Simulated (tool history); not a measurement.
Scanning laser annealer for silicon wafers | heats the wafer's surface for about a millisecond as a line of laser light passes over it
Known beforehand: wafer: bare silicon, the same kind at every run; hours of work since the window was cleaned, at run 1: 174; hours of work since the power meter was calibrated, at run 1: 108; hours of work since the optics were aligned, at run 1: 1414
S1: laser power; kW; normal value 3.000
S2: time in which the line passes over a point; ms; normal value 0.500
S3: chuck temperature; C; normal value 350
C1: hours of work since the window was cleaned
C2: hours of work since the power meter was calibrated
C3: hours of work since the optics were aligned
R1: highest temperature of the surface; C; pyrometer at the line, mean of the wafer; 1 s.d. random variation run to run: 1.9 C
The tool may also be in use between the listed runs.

run,day,S1,S2,S3,C1,C2,C3,R1
1,0.000,3.000,0.500,350,174,108,1414,1087
2,0.842,3.000,0.500,350,188,123,1428,1084
3,1.725,3.000,0.500,350,203,138,1443,1082
4,2.388,3.000,0.500,350,214,149,1455,1085
5,3.233,3.000,0.500,350,229,163,1469,1083
6,4.112,3.000,0.500,350,244,178,1484,1080
7,4.842,3.000,0.549,350,256,191,1497,1110
8,5.592,3.000,0.531,350,269,204,1509,1095
9,6.112,3.000,0.531,350,278,213,1518,1095
10,6.917,3.000,0.500,378,292,226,1532,1099
11,7.804,3.274,0.500,350,307,241,1547,1133
12,8.475,3.000,0.500,366,318,253,1559,1090
13,9.429,3.000,0.500,384,335,269,1575,1103
14,10.367,3.000,0.500,384,351,285,1591,1100
15,11.292,3.000,0.500,384,367,301,1607,1102
16,12.200,3.000,0.500,384,382,317,1622,1101
17,12.679,3.000,0.500,384,390,325,1630,1100
18,13.379,3.000,0.393,384,402,337,1642,1029
19,13.808,3.000,0.393,384,409,344,1650,1027
20,14.554,3.000,0.530,350,422,357,1662,1080
# day 14.925: window over the wafer cleaned
21,15.512,2.854,0.485,350,10,372,1677,1050
22,16.325,2.854,0.485,350,24,386,1691,1053
23,16.771,3.186,0.438,382,32,393,1699,1126
24,17.379,3.020,0.392,350,42,404,1709,1023
25,17.775,2.667,0.410,310,49,410,1716,920
26,18.267,2.667,0.410,310,57,419,1724,920
27,18.692,2.806,0.511,310,64,426,1732,1011
# day 18.900: laser's power meter calibrated
28,19.558,3.080,0.562,359,77,11,1744,1158
29,20.388,3.007,0.581,378,91,25,1758,1164
# day 20.754: optics aligned, line set to its width
30,21.454,3.007,0.581,378,106,40,12,1182
31,21.921,2.727,0.519,378,114,48,20,1074
32,22.500,3.109,0.500,350,124,58,30,1124
33,23.208,2.774,0.400,379,136,70,42,1011
# day 23.708: laser's power meter calibrated, once more
34,23.896,3.004,0.497,315,145,3,52,1063
35,24.462,3.004,0.497,315,155,13,61,1061
36,24.938,3.292,0.500,326,163,21,69,1142
37,25.612,2.856,0.500,375,175,33,81,1088
38,26.496,2.856,0.500,375,190,48,96,1091
39,27.379,2.854,0.531,375,205,63,111,1104
40,28.054,2.741,0.500,350,216,74,123,1029

Below, each run's measurement less what the same run would have read without the hidden state. Both values contain the same run-to-run variation, but the gauge's scatter may not be the same in both:
Hidden conditions of the tool in this case: light that passes the window, % of a clean one's; laser's true power over the reading, %; width of the line over the set one, %; drift of the gauge itself on peak_c, C.
run,R1
1,-29
2,-30
3,-32
4,-33
5,-35
6,-36
7,-38
8,-39
9,-40
10,-40
11,-45
12,-43
13,-44
14,-45
15,-46
16,-48
17,-49
18,-46
19,-46
20,-54
21,-18
22,-19
23,-22
24,-20
25,-19
26,-20
27,-23
28,-29
29,-31
30,-15
31,-14
32,-16
33,-14
34,-13
35,-14
36,-17
37,-16
38,-17
39,-19
40,-19
